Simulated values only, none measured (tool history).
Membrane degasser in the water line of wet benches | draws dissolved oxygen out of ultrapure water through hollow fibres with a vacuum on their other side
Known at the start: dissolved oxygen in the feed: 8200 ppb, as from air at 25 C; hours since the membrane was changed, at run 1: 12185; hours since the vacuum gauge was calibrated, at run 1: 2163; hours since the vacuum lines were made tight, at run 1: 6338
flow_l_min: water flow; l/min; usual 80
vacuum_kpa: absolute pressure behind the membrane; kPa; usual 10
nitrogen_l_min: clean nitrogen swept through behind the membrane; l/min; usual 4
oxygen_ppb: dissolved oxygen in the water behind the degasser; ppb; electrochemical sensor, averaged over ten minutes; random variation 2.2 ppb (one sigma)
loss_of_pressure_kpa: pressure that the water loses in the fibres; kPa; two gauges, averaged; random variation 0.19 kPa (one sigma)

run    hour  flow_l_min  vacuum_kpa  nitrogen_l_min  hours since the membrane was changed  hours since the vacuum gauge was calibrated  hours since the vacuum lines were made tight  oxygen_ppb  loss_of_pressure_kpa
  1       0          80          10               4                                 12185                                         2163                                          6338       303.2                 40.94
  2   312.4          80          10               4                                 12498                                         2476                                          6650       301.9                 41.28
  3     618          80          19               4                                 12803                                         2781                                          6956       658.5                 41.23
  4   876.7          76          19               4                                 13062                                         3040                                          7215         645                 38.93
  5  1062.1          80          10               4                                 13247                                         3225                                          7400       306.2                 41.51
  6  1320.6          80          10               4                                 13506                                         3484                                          7659       308.2                 41.32
  7  1612.8          80          10               4                                 13798                                         3776                                          7951       307.4                 41.43
  8  1824.6          80          10             6.9                                 14010                                         3988                                          8163       192.8                 41.46
       1872  -- seals of the vacuum lines changed
  9  2053.4          80          10               4                                 14237                                         4215                                           181       304.9                 41.32
 10  2319.3          79          10               4                                 14502                                         4481                                           447       307.3                 41.01
 11  2480.7          80          10            2.49                                 14664                                         4642                                           609       451.2                 42.05
 12  2699.6          80          10            2.49                                 14883                                         4861                                           828       458.4                 41.64
 13  2894.2          80          10            4.25                                 15077                                         5056                                          1022       295.7                 41.87
 14  3170.9          80          10               4                                 15354                                         5332                                          1299       308.9                 42.19
 15  3409.2          80          10               4                                 15592                                         5571                                          1537       310.9                 42.16
 16  3562.8          80          10               4                                 15746                                         5724                                          1691       315.9                 41.87
 17    3793          80          10               4                                 15976                                         5954                                          1921         310                 41.92
 18  4098.5         118          10               4                                 16282                                         6260                                          2227       447.7                 62.46
     4125.3  -- vacuum gauge calibrated
 19  4253.9         100         9.3            8.37                                 16436                                          129                                          2381       195.4                 52.73
 20  4498.4         100         9.3            8.37                                 16681                                          373                                          2626       191.9                 52.71
 21  4803.1          55        10.7           11.87                                 16986                                          678                                          2931        89.5                 28.94
 22  5064.8         123           8            3.91                                 17247                                          939                                          3192         370                 65.01
 23  5212.9          63          10            1.72                                 17395                                         1088                                          3340       520.3                 33.49
     5281.3  -- vacuum gauge calibrated, once more
 24  5511.8         110          19            1.66                                 17694                                          231                                          3639      1623.3                 58.34
 25  5754.2          80        16.5            7.75                                 17936                                          473                                          3881         314                 42.63
 26  5938.4          71          10            7.75                                 18121                                          657                                          4065         149                 37.62
 27    6135          64        10.9            6.99                                 18317                                          854                                          4262       168.1                 34.12
 28  6381.7          64        10.9            6.99                                 18564                                         1100                                          4509       168.8                 33.91
 29  6669.5          64        16.8            6.99                                 18852                                         1388                                          4797       287.4                 34.27

4 ways to go on from here, each from the tool as it stands after run 29. What would each give?
     6797.3  -- membrane cartridge changed
  A  6851.4          90        15.7               4                                    54                                         1566                                          4974           ?                     ?
     6797.3  -- membrane cartridge changed
  B  6851.4          99          10               4                                    54                                         1566                                          4974           ?                     ?
     6797.3  -- membrane cartridge changed
  C  6851.4         101         8.9            9.47                                    54                                         1566                                          4974           ?                     ?
     6797.3  -- membrane cartridge changed
  D  6851.4          64        18.5            6.99                                    54                                         1566                                          4974           ?                     ?

run  oxygen_ppb  loss_of_pressure_kpa
  A       589.6                 42.85
  B       362.9                 47.21
  C         151                 48.26
  D       321.1                 30.32
Without the tool's hidden state the same runs would have given:
run  oxygen_ppb  loss_of_pressure_kpa
  A       586.6                 42.84
  B       360.1                  47.2
  C       149.5                 48.25
  D         319                 30.31

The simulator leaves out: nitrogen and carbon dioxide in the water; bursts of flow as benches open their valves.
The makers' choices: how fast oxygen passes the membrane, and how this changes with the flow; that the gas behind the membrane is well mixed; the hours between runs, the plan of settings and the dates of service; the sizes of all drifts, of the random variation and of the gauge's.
